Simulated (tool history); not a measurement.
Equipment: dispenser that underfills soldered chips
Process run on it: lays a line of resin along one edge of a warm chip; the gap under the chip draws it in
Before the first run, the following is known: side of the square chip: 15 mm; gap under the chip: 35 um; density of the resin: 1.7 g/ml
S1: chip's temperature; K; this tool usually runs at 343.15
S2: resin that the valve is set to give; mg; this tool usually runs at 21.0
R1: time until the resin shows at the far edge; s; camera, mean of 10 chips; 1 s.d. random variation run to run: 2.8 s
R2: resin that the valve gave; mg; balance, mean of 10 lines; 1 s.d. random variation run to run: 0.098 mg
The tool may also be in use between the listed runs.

{"run": 1, "day": 0.0, "S1": 343.15, "S2": 21.0, "R1": 374.4, "R2": 20.52}
{"day": 0.196, "done": "new syringe of resin"}
{"day": 0.55, "done": "new syringe of resin"}
{"run": 2, "day": 0.55, "S1": 343.15, "S2": 23.2, "R1": 278.9, "R2": 22.45}
{"day": 0.946, "done": "new syringe of resin"}
{"run": 3, "day": 1.125, "S1": 343.15, "S2": 23.2, "R1": 364.8, "R2": 22.22}
{"day": 1.329, "done": "new syringe of resin"}
{"day": 1.721, "done": "new syringe of resin"}
{"run": 4, "day": 1.754, "S1": 343.15, "S2": 23.2, "R1": 286.9, "R2": 22.1}
{"day": 2.079, "done": "new syringe of resin"}
{"run": 5, "day": 2.104, "S1": 343.15, "S2": 23.2, "R1": 296.8, "R2": 21.93}
{"day": 2.45, "done": "new syringe of resin"}
{"run": 6, "day": 2.471, "S1": 343.15, "S2": 23.2, "R1": 283.8, "R2": 21.89}
{"day": 2.821, "done": "new syringe of resin"}
{"day": 2.9, "done": "dispensing valve cleaned and set on the balance"}
{"run": 7, "day": 2.942, "S1": 343.15, "S2": 20.1, "R1": 317.0, "R2": 20.09}
{"day": 3.25, "done": "new syringe of resin"}
{"run": 8, "day": 3.383, "S1": 343.15, "S2": 19.1, "R1": 349.9, "R2": 18.96}
{"day": 3.625, "done": "new syringe of resin"}
{"run": 9, "day": 3.704, "S1": 343.15, "S2": 19.1, "R1": 314.1, "R2": 19.16}
{"day": 4.004, "done": "new syringe of resin"}
{"run": 10, "day": 4.125, "S1": 343.15, "S2": 19.1, "R1": 343.6, "R2": 18.81}
{"day": 4.367, "done": "new syringe of resin"}
{"day": 4.733, "done": "new syringe of resin"}
{"run": 11, "day": 4.783, "S1": 343.15, "S2": 19.1, "R1": 313.4, "R2": 18.64}
{"day": 5.133, "done": "new syringe of resin"}
{"run": 12, "day": 5.246, "S1": 343.15, "S2": 21.0, "R1": 330.7, "R2": 20.45}
{"day": 5.542, "done": "new syringe of resin"}
{"run": 13, "day": 5.775, "S1": 343.15, "S2": 21.0, "R1": 402.8, "R2": 20.39}
{"day": 5.917, "done": "new syringe of resin"}
{"run": 14, "day": 6.104, "S1": 343.15, "S2": 21.0, "R1": 375.6, "R2": 20.34}
{"day": 6.275, "done": "new syringe of resin"}
{"day": 6.633, "done": "new syringe of resin"}
{"run": 15, "day": 6.692, "S1": 343.15, "S2": 21.0, "R1": 307.8, "R2": 19.94}
{"day": 7.0, "done": "new syringe of resin"}
{"run": 16, "day": 7.117, "S1": 343.15, "S2": 21.0, "R1": 344.4, "R2": 19.86}
{"day": 7.362, "done": "new syringe of resin"}
{"run": 17, "day": 7.617, "S1": 343.15, "S2": 21.0, "R1": 414.3, "R2": 19.8}
{"day": 7.767, "done": "new syringe of resin"}
{"day": 7.808, "done": "dispensing valve cleaned and set on the balance"}
{"day": 8.192, "done": "new syringe of resin"}
{"run": 18, "day": 8.221, "S1": 337.15, "S2": 19.6, "R1": 430.9, "R2": 19.51}
{"day": 8.579, "done": "new syringe of resin"}
{"run": 19, "day": 8.654, "S1": 334.15, "S2": 19.2, "R1": 544.6, "R2": 19.07}
{"day": 8.958, "done": "new syringe of resin"}
{"run": 20, "day": 9.112, "S1": 350.15, "S2": 25.2, "R1": 241.7, "R2": 24.8}
{"day": 9.338, "done": "new syringe of resin"}
{"run": 21, "day": 9.638, "S1": 350.15, "S2": 25.2, "R1": 297.6, "R2": 24.66}
{"day": 9.746, "done": "new syringe of resin"}
{"day": 10.121, "done": "new syringe of resin"}
{"run": 22, "day": 10.25, "S1": 350.15, "S2": 25.2, "R1": 237.4, "R2": 24.44}
{"day": 10.488, "done": "new syringe of resin"}
{"run": 23, "day": 10.8, "S1": 350.15, "S2": 25.2, "R1": 313.4, "R2": 24.37}
{"day": 10.867, "done": "new syringe of resin"}
{"day": 11.246, "done": "new syringe of resin"}
{"run": 24, "day": 11.338, "S1": 334.15, "S2": 20.4, "R1": 557.9, "R2": 19.48}
{"day": 11.617, "done": "new syringe of resin"}
{"run": 25, "day": 11.704, "S1": 340.15, "S2": 23.3, "R1": 390.0, "R2": 22.09}
{"day": 11.983, "done": "new syringe of resin"}
{"run": 26, "day": 12.317, "S1": 343.15, "S2": 17.8, "R1": 499.2, "R2": 16.76}
{"day": 12.375, "done": "new syringe of resin"}
{"day": 12.675, "done": "dispensing valve cleaned and set on the balance"}
{"day": 12.792, "done": "new syringe of resin"}
{"run": 27, "day": 12.85, "S1": 343.15, "S2": 17.8, "R1": 324.1, "R2": 17.78}
{"day": 13.183, "done": "new syringe of resin"}
{"run": 28, "day": 13.333, "S1": 343.15, "S2": 18.6, "R1": 364.2, "R2": 18.45}
{"day": 13.562, "done": "new syringe of resin"}
{"run": 29, "day": 13.842, "S1": 343.15, "S2": 18.6, "R1": 446.3, "R2": 18.21}
{"day": 13.962, "done": "new syringe of resin"}
{"day": 14.367, "done": "new syringe of resin"}
{"run": 30, "day": 14.462, "S1": 343.15, "S2": 18.6, "R1": 343.9, "R2": 18.18}
{"day": 14.762, "done": "new syringe of resin"}
{"run": 31, "day": 15.079, "S1": 343.15, "S2": 18.6, "R1": 487.2, "R2": 17.96}
{"day": 15.129, "done": "new syringe of resin"}
{"day": 15.488, "done": "new syringe of resin"}
{"run": 32, "day": 15.742, "S1": 343.15, "S2": 18.6, "R1": 443.2, "R2": 17.86}
{"day": 15.871, "done": "new syringe of resin"}
{"day": 16.242, "done": "new syringe of resin"}
{"run": 33, "day": 16.367, "S1": 343.15, "S2": 18.6, "R1": 363.3, "R2": 17.58}

Below are 3 alternative next runs, each starting from the tool's condition after run 33. Predict each:
{"day": 16.6, "done": "new syringe of resin"}
{"day": 16.988, "done": "new syringe of resin"}
{"run": "A", "day": 17.008, "S1": 332.15, "S2": 22.8, "R1": "?", "R2": "?"}
{"day": 16.6, "done": "new syringe of resin"}
{"day": 16.988, "done": "new syringe of resin"}
{"run": "B", "day": 17.008, "S1": 329.15, "S2": 17.9, "R1": "?", "R2": "?"}
{"day": 16.6, "done": "new syringe of resin"}
{"day": 16.988, "done": "new syringe of resin"}
{"run": "C", "day": 17.008, "S1": 351.15, "S2": 22.7, "R1": "?", "R2": "?"}

run=A R1=564.6 R2=21.48
run=B R1=712.1 R2=16.78
run=C R1=199.4 R2=21.57
With the hidden condition removed and each run's random variation left untouched, the same runs would have given:
run=A R1=510.9 R2=22.81
run=B R1=636.0 R2=17.82
run=C R1=181.6 R2=22.90
